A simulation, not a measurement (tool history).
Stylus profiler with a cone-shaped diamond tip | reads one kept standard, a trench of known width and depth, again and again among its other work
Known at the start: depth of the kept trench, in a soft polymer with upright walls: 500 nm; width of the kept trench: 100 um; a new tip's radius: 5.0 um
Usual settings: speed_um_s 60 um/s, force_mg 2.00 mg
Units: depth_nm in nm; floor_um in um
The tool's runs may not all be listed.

run	day	speed_um_s	force_mg	depth_nm	floor_um
1	0.000	60	2.00	505.23	95.17
2	0.483	60	1.85	504.60	95.21
3	0.979	20	1.85	504.85	95.26
4	1.579	20	2.54	506.32	95.27
5	2.050	20	2.54	506.10	95.25
6	2.771	60	2.00	505.04	95.09
7	3.300	60	2.00	504.95	95.10
8	3.633	60	2.00	505.05	95.11
9	4.021	60	2.00	505.01	95.07
10	4.471	60	2.00	505.18	95.09
11	5.108	60	2.00	504.95	95.05
12	5.450	60	2.00	505.28	95.03
13	5.879	60	2.00	505.05	95.03
14	6.567	25	2.00	505.07	95.15
15	7.312	60	3.16	507.00	95.04
16	7.950	60	2.00	505.03	94.98
17	8.679	60	2.00	504.89	94.95
18	9.196	24	2.00	505.29	95.01
19	9.867	60	2.00	505.20	94.94
20	10.288	60	2.00	504.90	94.93
21	10.996	60	2.00	505.01	94.91
22	11.788	22	2.00	504.81	94.99
23	12.192	60	1.60	504.22	94.89
24	12.917	60	1.60	504.30	94.94
25	13.262	60	1.60	504.18	94.91
26	13.717	60	5.48	510.28	94.95
27	14.312	60	4.85	509.01	94.91
28	14.683	54	1.65	504.10	94.84
29	15.433	86	2.00	505.06	94.74
30	15.921	43	1.04	502.97	94.83
31	16.558	43	1.04	503.03	94.75
32	16.983	109	5.26	509.88	94.75
33	17.375	109	5.26	509.74	94.76
34	18.179	26	4.19	508.27	94.88
35	18.975	33	1.08	502.90	94.78
36	19.488	33	1.08	503.15	94.81
37	19.821	61	5.67	510.16	94.88
38	20.354	22	2.58	505.99	94.81
39	21.017	22	2.58	505.79	94.81
40	21.400	163	2.00	504.59	94.42
41	22.017	100	3.57	507.18	94.71
42	22.350	100	3.57	507.15	94.67
43	23.033	66	3.34	506.78	94.74
44	23.533	97	1.37	503.44	94.55
45	23.988	112	4.70	508.84	94.64
46	24.446	119	3.61	507.31	94.63
47	25.108	25	0.88	502.23	94.72

4 ways to go on from here, each from the tool as it stands after run 47. What would each give?
A	25.525	212	0.93	?	?
B	25.525	58	3.96	?	?
C	25.525	23	3.00	?	?
D	25.525	215	0.88	?	?

run	depth_nm	floor_um
A	502.30	93.96
B	507.85	94.74
C	506.26	94.74
D	502.09	93.89
Without the tool's hidden state the same runs would have given:
run	depth_nm	floor_um
A	503.11	94.80
B	508.66	95.57
C	507.07	95.58
D	502.89	94.73
